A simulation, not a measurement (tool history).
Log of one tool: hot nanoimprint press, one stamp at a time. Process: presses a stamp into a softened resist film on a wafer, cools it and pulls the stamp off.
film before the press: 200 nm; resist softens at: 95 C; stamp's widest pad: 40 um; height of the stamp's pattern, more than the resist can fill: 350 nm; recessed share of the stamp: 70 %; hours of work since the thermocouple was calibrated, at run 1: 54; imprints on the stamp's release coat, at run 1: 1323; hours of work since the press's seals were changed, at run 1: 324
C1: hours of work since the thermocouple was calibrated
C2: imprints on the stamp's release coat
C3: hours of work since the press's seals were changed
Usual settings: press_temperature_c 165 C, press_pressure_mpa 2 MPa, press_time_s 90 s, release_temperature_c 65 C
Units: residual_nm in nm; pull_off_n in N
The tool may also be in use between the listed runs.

run 1 hour=0 | press_temperature_c=165 press_pressure_mpa=2 press_time_s=90 release_temperature_c=65 | C1=54 C2=1323 C3=324 | residual_nm=73.8 pull_off_n=340
run 2 hour=23.9 | press_temperature_c=165 press_pressure_mpa=2 press_time_s=90 release_temperature_c=65 | C1=68 C2=1396 C3=338 | residual_nm=74.4 pull_off_n=346
run 3 hour=37.9 | press_temperature_c=165 press_pressure_mpa=2 press_time_s=90 release_temperature_c=65 | C1=76 C2=1438 C3=346 | residual_nm=72.2 pull_off_n=352
run 4 hour=53.3 | press_temperature_c=165 press_pressure_mpa=2 press_time_s=90 release_temperature_c=65 | C1=85 C2=1485 C3=355 | residual_nm=73.4 pull_off_n=350
run 5 hour=67.8 | press_temperature_c=175 press_pressure_mpa=2 press_time_s=90 release_temperature_c=65 | C1=94 C2=1528 C3=364 | residual_nm=48.8 pull_off_n=359
run 6 hour=90.2 | press_temperature_c=165 press_pressure_mpa=1.96 press_time_s=90 release_temperature_c=65 | C1=107 C2=1596 C3=377 | residual_nm=74.2 pull_off_n=344
run 7 hour=104 | press_temperature_c=165 press_pressure_mpa=2 press_time_s=154 release_temperature_c=65 | C1=115 C2=1638 C3=385 | residual_nm=58.2 pull_off_n=365
run 8 hour=130.9 | press_temperature_c=165 press_pressure_mpa=2 press_time_s=154 release_temperature_c=65 | C1=130 C2=1720 C3=400 | residual_nm=57.6 pull_off_n=377
run 9 hour=147.1 | press_temperature_c=165 press_pressure_mpa=2 press_time_s=90 release_temperature_c=53 | C1=140 C2=1768 C3=410 | residual_nm=73.5 pull_off_n=439
run 10 hour=171.9 | press_temperature_c=165 press_pressure_mpa=2 press_time_s=151 release_temperature_c=67 | C1=154 C2=1844 C3=424 | residual_nm=57.4 pull_off_n=359
run 11 hour=185.4 | press_temperature_c=165 press_pressure_mpa=2 press_time_s=151 release_temperature_c=67 | C1=162 C2=1884 C3=432 | residual_nm=58.6 pull_off_n=369
run 12 hour=208.1 | press_temperature_c=165 press_pressure_mpa=2 press_time_s=151 release_temperature_c=67 | C1=175 C2=1953 C3=446 | residual_nm=57.6 pull_off_n=369
run 13 hour=235.2 | press_temperature_c=165 press_pressure_mpa=2 press_time_s=151 release_temperature_c=67 | C1=191 C2=2035 C3=461 | residual_nm=57.3 pull_off_n=380
run 14 hour=251.5 | press_temperature_c=173 press_pressure_mpa=2 press_time_s=151 release_temperature_c=54 | C1=201 C2=2084 C3=471 | residual_nm=40.1 pull_off_n=466

Run 15 comes next. What will it give?
run 15 hour=278.2 | press_temperature_c=173 press_pressure_mpa=2 press_time_s=151 release_temperature_c=54 | C1=216 C2=2165 C3=486 | residual_nm=? pull_off_n=?

Run 15 gave residual_nm 40.5 nm, pull_off_n 474 N.
Without the tool's hidden state the same run would have given residual_nm 41.5 nm, pull_off_n 283 N.
